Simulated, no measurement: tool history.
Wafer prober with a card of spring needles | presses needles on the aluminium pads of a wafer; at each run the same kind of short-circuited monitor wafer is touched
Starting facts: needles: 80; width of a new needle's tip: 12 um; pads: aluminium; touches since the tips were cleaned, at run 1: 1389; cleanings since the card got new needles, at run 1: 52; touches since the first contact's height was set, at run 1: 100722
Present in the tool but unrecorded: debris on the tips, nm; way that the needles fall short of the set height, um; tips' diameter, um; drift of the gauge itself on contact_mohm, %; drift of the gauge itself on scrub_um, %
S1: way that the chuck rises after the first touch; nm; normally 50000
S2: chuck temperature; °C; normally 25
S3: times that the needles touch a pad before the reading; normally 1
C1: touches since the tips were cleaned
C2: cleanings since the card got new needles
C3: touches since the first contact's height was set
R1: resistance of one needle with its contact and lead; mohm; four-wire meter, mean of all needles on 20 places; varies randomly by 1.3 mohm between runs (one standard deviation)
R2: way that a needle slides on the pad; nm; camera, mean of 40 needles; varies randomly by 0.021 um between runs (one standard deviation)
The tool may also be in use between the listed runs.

Run 1, day 0: usual settings; C1 1389; C2 52; C3 100722. Result: R1 135 mohm, R2 13130 nm.
At day 0.475: height of the first contact set anew.
At day 0.896: tips cleaned on abrasive film.
Run 2, day 0.896: usual settings; C1 0; C2 53; C3 2616. Result: R1 114 mohm, R2 12900 nm.
At day 1.975: tips cleaned on abrasive film.
Run 3, day 2.738: usual settings; C1 4840; C2 54; C3 14252. Result: R1 171 mohm, R2 12930 nm.
At day 3.15: tips cleaned on abrasive film.
Run 4, day 3.8: usual settings; C1 4120; C2 55; C3 20944. Result: R1 169 mohm, R2 12960 nm.
At day 4.229: tips cleaned on abrasive film.
At day 4.954: height of the first contact set anew, once more.
At day 5.325: tips cleaned on abrasive film.
Run 5, day 5.454: usual settings but S2 45 °C; C1 800; C2 57; C3 3136. Result: R1 123 mohm, R2 13340 nm.
At day 6.533: tips cleaned on abrasive film.
Run 6, day 6.821: usual settings but S2 45 °C; C1 1826; C2 58; C3 11768. Result: R1 138 mohm, R2 13330 nm.
At day 7.621: tips cleaned on abrasive film.
Run 7, day 7.621: usual settings but S1 42000 nm, S2 45 °C; C1 0; C2 59; C3 16799. Result: R1 115 mohm, R2 11160 nm.
At day 8.825: tips cleaned on abrasive film.
Run 8, day 8.921: usual settings but S1 42000 nm, S2 45 °C; C1 604; C2 60; C3 24989. Result: R1 135 mohm, R2 11140 nm.
At day 9.912: tips cleaned on abrasive film.
Run 9, day 10.067: usual settings but S1 42000 nm, S2 45 °C; C1 955; C2 61; C3 32207. Result: R1 136 mohm, R2 11120 nm.
At day 11.121: tips cleaned on abrasive film.
Run 10, day 11.746: usual settings but S1 42000 nm, S2 45 °C; C1 3955; C2 62; C3 42812. Result: R1 186 mohm, R2 11130 nm.
At day 12.221: tips cleaned on abrasive film.
Run 11, day 13.242: usual settings but S1 42000 nm, S2 45 °C; C1 6465; C2 63; C3 52249. Result: R1 208 mohm, R2 11080 nm.
At day 13.346: tips cleaned on abrasive film.
At day 14.467: tips cleaned on abrasive film.
Run 12, day 14.829: usual settings but S1 42000 nm, S2 45 °C; C1 2307; C2 65; C3 62240. Result: R1 162 mohm, R2 11100 nm.
At day 15.579: tips cleaned on abrasive film.
Run 13, day 15.9: usual settings but S1 42000 nm, S2 45 °C; C1 2032; C2 66; C3 68969. Result: R1 158 mohm, R2 11010 nm.
At day 16.633: tips cleaned on abrasive film.
Run 14, day 17.354: usual settings but S1 42000 nm, S2 45 °C; C1 4580; C2 67; C3 78160. Result: R1 189 mohm, R2 11000 nm.
At day 17.792: tips cleaned on abrasive film.
At day 18.883: tips cleaned on abrasive film.
Run 15, day 19.171: usual settings; C1 1804; C2 69; C3 89575. Result: R1 139 mohm, R2 13090 nm.
Run 16, day 19.921: usual settings; C1 6568; C2 69; C3 94339. Result: R1 188 mohm, R2 13130 nm.
At day 20.096: tips cleaned on abrasive film.
At day 21.179: tips cleaned on abrasive film.
At day 21.375: height of the first contact set anew.
Run 17, day 21.375: usual settings; C1 1166; C2 71; C3 0. Result: R1 131 mohm, R2 13370 nm.
At day 22.267: tips cleaned on abrasive film.
Run 18, day 22.267: usual settings; C1 0; C2 72; C3 5605. Result: R1 113 mohm, R2 13320 nm.
At day 23.467: tips cleaned on abrasive film.
Run 19, day 23.467: usual settings; C1 3; C2 73; C3 13171. Result: R1 114 mohm, R2 13340 nm.
At day 24.533: tips cleaned on abrasive film.
Run 20, day 24.629: usual settings; C1 582; C2 74; C3 20485. Result: R1 123 mohm, R2 13310 nm.
Run 21, day 25.475: usual settings but S1 68000 nm, S2 33 °C, S3 2; C1 5944; C2 74; C3 25847. Result: R1 130 mohm, R2 18150 nm.
At day 25.662: tips cleaned on abrasive film.
At day 26.75: tips cleaned on abrasive film.
Run 22, day 26.888: usual settings but S1 43000 nm, S3 2; C1 887; C2 76; C3 34732. Result: R1 120 mohm, R2 11380 nm.
At day 27.942: tips cleaned on abrasive film.
Run 23, day 27.992: usual settings but S1 43000 nm, S3 2; C1 309; C2 77; C3 41689. Result: R1 117 mohm, R2 11370 nm.
At day 29.029: tips cleaned on abrasive film.
Run 24, day 29.204: usual settings but S1 35000 nm; C1 1103; C2 78; C3 49318. Result: R1 167 mohm, R2 9210 nm.
At day 30.142: tips cleaned on abrasive film.
Run 25, day 30.854: usual settings but S1 55000 nm, S2 43 °C, S3 2; C1 4506; C2 79; C3 59749. Result: R1 143 mohm, R2 14560 nm.
At day 31.242: tips cleaned on abrasive film.
Run 26, day 32.229: usual settings but S1 47000 nm, S2 34 °C, S3 2; C1 6244; C2 80; C3 68417. Result: R1 158 mohm, R2 12380 nm.
At day 32.342: tips cleaned on abrasive film.
Run 27, day 33.325: usual settings but S1 47000 nm, S2 34 °C, S3 2; C1 6221; C2 81; C3 75316. Result: R1 157 mohm, R2 12360 nm.
At day 33.496: tips cleaned on abrasive film.
At day 34.717: tips cleaned on abrasive film.
Run 28, day 34.829: usual settings but S1 30000 nm, S2 93 °C, S3 3; C1 702; C2 83; C3 84765. Result: R1 133 mohm, R2 7790 nm.
At day 35.804: tips cleaned on abrasive film.
Run 29, day 36.138: usual settings but S1 32000 nm, S2 37 °C, S3 2; C1 2119; C2 84; C3 93024. Result: R1 162 mohm, R2 8300 nm.
At day 36.917: tips cleaned on abrasive film.
Run 30, day 36.975: usual settings but S1 32000 nm, S2 37 °C, S3 2; C1 375; C2 85; C3 98291. Result: R1 133 mohm, R2 8290 nm.
At day 37.912: height of the first contact set anew.
At day 38.029: tips cleaned on abrasive film.
Run 31, day 38.367: usual settings but S1 36000 nm; C1 2123; C2 86; C3 2841. Result: R1 170 mohm, R2 9610 nm.

Here are 5 independent what-if runs from the current tool condition. What would each one return?
At day 39.146: tips cleaned on abrasive film.
Run A, day 39.546: usual settings but S1 48000 nm, S2 69 °C; C1 2526; C2 87; C3 10281. Result: R1 ?, R2 ?.
At day 39.146: tips cleaned on abrasive film.
Run B, day 39.546: usual settings but S1 36000 nm, S2 33 °C, S3 2; C1 2526; C2 87; C3 10281. Result: R1 ?, R2 ?.
At day 39.146: tips cleaned on abrasive film.
Run C, day 39.546: usual settings but S1 63000 nm, S3 2; C1 2526; C2 87; C3 10281. Result: R1 ?, R2 ?.
At day 39.146: tips cleaned on abrasive film.
Run D, day 39.546: usual settings but S1 36000 nm, S2 55 °C, S3 2; C1 2526; C2 87; C3 10281. Result: R1 ?, R2 ?.
At day 39.146: tips cleaned on abrasive film.
Run E, day 39.546: usual settings but S2 34 °C, S3 2; C1 2526; C2 87; C3 10281. Result: R1 ?, R2 ?.

run   R1     R2
  A  162  12800
  B  160   9550
  C  126  16770
  D  161   9600
  E  134  13340
Stripped of hidden state, with their random variation kept, the same runs would have yielded:
run   R1     R2
  A  112  12840
  B  110   9590
  C  104  16810
  D  113   9650
  E  104  13380
